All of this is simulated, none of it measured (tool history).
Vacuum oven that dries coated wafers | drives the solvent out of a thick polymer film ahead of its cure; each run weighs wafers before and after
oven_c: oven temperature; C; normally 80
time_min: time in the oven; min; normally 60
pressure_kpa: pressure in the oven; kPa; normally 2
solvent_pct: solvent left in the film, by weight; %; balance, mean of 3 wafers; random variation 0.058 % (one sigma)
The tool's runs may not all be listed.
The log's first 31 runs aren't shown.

{"run": 32, "hour": 406.8, "oven_c": 90, "time_min": 60, "pressure_kpa": 1.17, "solvent_pct": 1.47}
{"run": 33, "hour": 416.0, "oven_c": 74, "time_min": 68, "pressure_kpa": 1.17, "solvent_pct": 6.81}
{"run": 34, "hour": 430.8, "oven_c": 83, "time_min": 48, "pressure_kpa": 1.17, "solvent_pct": 4.74}
{"run": 35, "hour": 446.3, "oven_c": 83, "time_min": 48, "pressure_kpa": 1.17, "solvent_pct": 4.81}
{"run": 36, "hour": 463.2, "oven_c": 80, "time_min": 60, "pressure_kpa": 2.99, "solvent_pct": 5.57}
{"run": 37, "hour": 472.6, "oven_c": 77, "time_min": 60, "pressure_kpa": 5.98, "solvent_pct": 7.53}
{"run": 38, "hour": 486.2, "oven_c": 80, "time_min": 38, "pressure_kpa": 2.91, "solvent_pct": 7.59}
{"run": 39, "hour": 497.6, "oven_c": 80, "time_min": 47, "pressure_kpa": 2.91, "solvent_pct": 6.67}

Consider 3 possible next runs. They are alternatives, not a sequence: every one starts from the tool as it was left by run 39. What does each give?
{"run": "A", "hour": 506.1, "oven_c": 80, "time_min": 43, "pressure_kpa": 2, "solvent_pct": "?"}
{"run": "B", "hour": 506.1, "oven_c": 80, "time_min": 78, "pressure_kpa": 6.5, "solvent_pct": "?"}
{"run": "C", "hour": 506.1, "oven_c": 80, "time_min": 47, "pressure_kpa": 1.93, "solvent_pct": "?"}

run=A solvent_pct=6.88
run=B solvent_pct=5.17
run=C solvent_pct=6.39
What these runs would have given with no unlogged condition in the tool:
run=A solvent_pct=6.51
run=B solvent_pct=4.8
run=C solvent_pct=6.02

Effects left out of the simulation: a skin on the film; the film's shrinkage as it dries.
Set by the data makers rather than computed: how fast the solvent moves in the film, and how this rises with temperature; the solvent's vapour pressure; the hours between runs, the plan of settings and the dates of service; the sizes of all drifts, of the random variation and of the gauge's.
